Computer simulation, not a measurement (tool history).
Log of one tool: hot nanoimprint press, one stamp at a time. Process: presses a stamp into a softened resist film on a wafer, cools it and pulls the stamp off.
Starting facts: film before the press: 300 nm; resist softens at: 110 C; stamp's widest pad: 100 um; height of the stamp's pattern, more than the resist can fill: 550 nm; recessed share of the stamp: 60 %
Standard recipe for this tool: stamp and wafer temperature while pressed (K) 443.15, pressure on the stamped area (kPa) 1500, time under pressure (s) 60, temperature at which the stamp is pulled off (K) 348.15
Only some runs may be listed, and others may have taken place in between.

run,hour,stamp and wafer temperature while pressed (K),pressure on the stamped area (kPa),time under pressure (s),temperature at which the stamp is pulled off (K),resist left under the stamp's widest pad (Å),greatest force while the stamp is pulled off (N)
1,0.0,443.15,1500,60,348.15,1043,158
2,41.4,443.15,1500,60,348.15,1039,158
3,68.0,443.15,1470,60,348.15,1056,159
4,91.9,443.15,1470,60,348.15,1059,156
5,140.7,443.15,1470,60,348.15,1055,156
6,192.2,443.15,1470,60,348.15,1056,159
7,222.8,443.15,1190,60,348.15,1180,164
8,246.0,443.15,1500,60,348.15,1050,155
9,297.4,443.15,1500,60,348.15,1061,158
# hour 340.2: stamp cleaned and given a new release coat
10,340.7,443.15,1500,60,348.15,1042,156
11,375.4,443.15,1500,60,348.15,1056,157
12,401.1,443.15,1500,37,348.15,1247,157
# hour 436.0: press's hydraulic seals changed and the load cell set to zero
13,449.9,435.15,1300,76,333.15,1544,177
# hour 461.7: plate thermocouple calibrated
14,480.3,435.15,1300,76,333.15,1562,183
15,519.5,434.15,1040,60,348.15,1913,156
16,548.1,431.15,2070,32,353.15,1964,150
17,571.8,431.15,960,32,353.15,2506,148
18,599.6,443.15,2200,49,337.15,908,173
19,634.8,450.15,1500,60,348.15,742,161
20,663.4,446.15,1500,60,342.15,904,169
21,697.3,439.15,1240,117,343.15,1108,166

What if the next run were any one of these 3? Each begins from the tool's condition after run 21:
A,737.0,439.15,1240,70,343.15,?,?
B,737.0,448.15,1470,117,340.15,?,?
C,737.0,454.15,1500,60,344.15,?,?

run,resist left under the stamp's widest pad (Å),greatest force while the stamp is pulled off (N)
A,1342,164
B,640,178
C,622,163
With the hidden condition removed and each run's random variation left untouched, the same runs would have given:
run,resist left under the stamp's widest pad (Å),greatest force while the stamp is pulled off (N)
A,1343,162
B,641,176
C,622,161
